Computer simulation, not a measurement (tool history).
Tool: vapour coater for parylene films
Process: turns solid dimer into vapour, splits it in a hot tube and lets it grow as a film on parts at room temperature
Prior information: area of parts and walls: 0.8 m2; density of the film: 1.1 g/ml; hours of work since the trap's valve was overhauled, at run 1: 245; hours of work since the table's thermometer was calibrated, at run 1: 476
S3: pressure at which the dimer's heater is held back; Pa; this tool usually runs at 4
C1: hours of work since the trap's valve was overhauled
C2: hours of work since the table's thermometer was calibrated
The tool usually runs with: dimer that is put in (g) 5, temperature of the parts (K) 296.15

{"run": 1, "hour": 0.0, "dimer that is put in (g)": 5, "temperature of the parts (K)": 296.15, "S3": 4, "C1": 245, "C2": 476, "thickness of the film (nm)": 3750}
{"run": 2, "hour": 18.9, "dimer that is put in (g)": 5, "temperature of the parts (K)": 296.15, "S3": 4.93, "C1": 260, "C2": 492, "thickness of the film (nm)": 3550}
{"run": 3, "hour": 47.4, "dimer that is put in (g)": 5, "temperature of the parts (K)": 296.15, "S3": 4.93, "C1": 283, "C2": 515, "thickness of the film (nm)": 3610}
{"run": 4, "hour": 80.8, "dimer that is put in (g)": 5, "temperature of the parts (K)": 296.15, "S3": 2.7, "C1": 311, "C2": 542, "thickness of the film (nm)": 4070}
{"run": 5, "hour": 114.6, "dimer that is put in (g)": 5, "temperature of the parts (K)": 293.15, "S3": 4, "C1": 338, "C2": 570, "thickness of the film (nm)": 4000}
{"run": 6, "hour": 138.8, "dimer that is put in (g)": 5, "temperature of the parts (K)": 293.15, "S3": 11.09, "C1": 358, "C2": 589, "thickness of the film (nm)": 3180}
{"run": 7, "hour": 157.8, "dimer that is put in (g)": 4, "temperature of the parts (K)": 296.15, "S3": 4, "C1": 373, "C2": 605, "thickness of the film (nm)": 2940}
{"run": 8, "hour": 173.9, "dimer that is put in (g)": 4, "temperature of the parts (K)": 296.15, "S3": 4, "C1": 386, "C2": 618, "thickness of the film (nm)": 2960}
{"run": 9, "hour": 193.1, "dimer that is put in (g)": 4, "temperature of the parts (K)": 296.15, "S3": 4, "C1": 402, "C2": 633, "thickness of the film (nm)": 2940}
{"run": 10, "hour": 231.1, "dimer that is put in (g)": 4, "temperature of the parts (K)": 296.15, "S3": 4, "C1": 433, "C2": 664, "thickness of the film (nm)": 2960}
{"run": 11, "hour": 268.6, "dimer that is put in (g)": 4, "temperature of the parts (K)": 296.15, "S3": 7.38, "C1": 463, "C2": 695, "thickness of the film (nm)": 2540}
{"run": 12, "hour": 287.4, "dimer that is put in (g)": 4, "temperature of the parts (K)": 296.15, "S3": 7.38, "C1": 479, "C2": 710, "thickness of the film (nm)": 2530}
{"run": 13, "hour": 316.4, "dimer that is put in (g)": 4, "temperature of the parts (K)": 296.15, "S3": 7.38, "C1": 502, "C2": 734, "thickness of the film (nm)": 2530}
{"hour": 357.5, "done": "trap's valve overhauled"}
{"run": 14, "hour": 357.5, "dimer that is put in (g)": 5, "temperature of the parts (K)": 296.15, "S3": 4, "C1": 0, "C2": 764, "thickness of the film (nm)": 3920}
{"run": 15, "hour": 394.9, "dimer that is put in (g)": 5, "temperature of the parts (K)": 296.15, "S3": 4, "C1": 30, "C2": 794, "thickness of the film (nm)": 3890}
{"run": 16, "hour": 417.6, "dimer that is put in (g)": 5, "temperature of the parts (K)": 296.15, "S3": 4, "C1": 49, "C2": 813, "thickness of the film (nm)": 3840}
{"run": 17, "hour": 436.7, "dimer that is put in (g)": 5, "temperature of the parts (K)": 296.15, "S3": 4, "C1": 64, "C2": 828, "thickness of the film (nm)": 3890}
{"hour": 441.2, "done": "table's thermometer calibrated"}
{"run": 18, "hour": 473.3, "dimer that is put in (g)": 5, "temperature of the parts (K)": 296.15, "S3": 4, "C1": 93, "C2": 26, "thickness of the film (nm)": 3850}
{"run": 19, "hour": 503.1, "dimer that is put in (g)": 6, "temperature of the parts (K)": 296.15, "S3": 4, "C1": 118, "C2": 50, "thickness of the film (nm)": 4620}
{"run": 20, "hour": 537.3, "dimer that is put in (g)": 3, "temperature of the parts (K)": 294.15, "S3": 2.55, "C1": 145, "C2": 78, "thickness of the film (nm)": 2690}

What will run 21 give?
{"run": 21, "hour": 572.7, "dimer that is put in (g)": 7, "temperature of the parts (K)": 291.15, "S3": 4, "C1": 174, "C2": 107, "thickness of the film (nm)": "?"}

thickness of the film (nm): 6130
Without the tool's hidden state the same run would have given thickness of the film (nm) 6250.

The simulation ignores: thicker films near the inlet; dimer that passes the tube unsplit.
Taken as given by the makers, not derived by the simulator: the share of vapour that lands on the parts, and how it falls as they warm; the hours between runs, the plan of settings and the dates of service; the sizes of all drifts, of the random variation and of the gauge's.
